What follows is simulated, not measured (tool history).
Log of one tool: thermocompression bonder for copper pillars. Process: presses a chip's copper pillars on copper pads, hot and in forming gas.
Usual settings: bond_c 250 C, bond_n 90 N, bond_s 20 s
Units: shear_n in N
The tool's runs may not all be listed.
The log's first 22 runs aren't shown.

Run 23, hour 1436.5: usual settings but bond_c 224 C, bond_n 57 N, bond_s 30 s. Result: shear_n 24.5 N.
Run 24, hour 1490.6: usual settings but bond_c 258 C, bond_n 97 N, bond_s 45 s. Result: shear_n 78.2 N.
Run 25, hour 1575.3: usual settings but bond_c 258 C, bond_n 97 N, bond_s 45 s. Result: shear_n 78.1 N.
Run 26, hour 1674.8: usual settings but bond_c 254 C, bond_n 79 N, bond_s 37 s. Result: shear_n 58.5 N.
Run 27, hour 1748.6: usual settings but bond_c 254 C, bond_n 79 N, bond_s 37 s. Result: shear_n 58.5 N.
At hour 1791.4: forming gas filter changed.
Run 28, hour 1829.3: usual settings but bond_c 254 C, bond_n 79 N, bond_s 37 s. Result: shear_n 62.7 N.
Run 29, hour 1885.6: usual settings but bond_c 269 C, bond_n 70 N, bond_s 19 s. Result: shear_n 51.9 N.
Run 30, hour 1938.2: usual settings but bond_c 252 C, bond_s 46 s. Result: shear_n 71.9 N.
Run 31, hour 2005.6: usual settings but bond_c 258 C, bond_n 66 N, bond_s 56 s. Result: shear_n 62.6 N.
Run 32, hour 2076.0: usual settings but bond_c 270 C, bond_n 70 N, bond_s 53 s. Result: shear_n 72.9 N.
Run 33, hour 2165.9: usual settings but bond_c 257 C, bond_n 122 N, bond_s 52 s. Result: shear_n 90.7 N.
Run 34, hour 2263.4: usual settings but bond_c 257 C, bond_n 122 N, bond_s 52 s. Result: shear_n 91.0 N.
Run 35, hour 2320.5: usual settings but bond_c 257 C, bond_n 122 N, bond_s 52 s. Result: shear_n 89.2 N.
At hour 2387.4: forming gas filter changed.
Run 36, hour 2399.5: usual settings but bond_n 68 N, bond_s 40 s. Result: shear_n 54.3 N.
Run 37, hour 2450.3: usual settings but bond_s 15 s. Result: shear_n 48.9 N.
Run 38, hour 2514.5: usual settings but bond_n 130 N. Result: shear_n 75.4 N.
At hour 2557.4: force cell calibrated.
Run 39, hour 2574.3: usual settings but bond_c 241 C, bond_s 15 s. Result: shear_n 44.8 N.

3 ways to go on from here, each from the tool as it stands after run 39. What would each give?
Run A, hour 2663.7: usual settings but bond_c 248 C, bond_n 73 N, bond_s 21 s. Result: shear_n ?.
Run B, hour 2663.7: usual settings but bond_c 240 C, bond_n 113 N, bond_s 38 s. Result: shear_n ?.
Run C, hour 2663.7: usual settings but bond_c 240 C. Result: shear_n ?.

run  shear_n
  A     46.4
  B     73.9
  C     48.1
Without the tool's hidden state the same runs would have given:
run  shear_n
  A     47.0
  B     75.4
  C     48.7
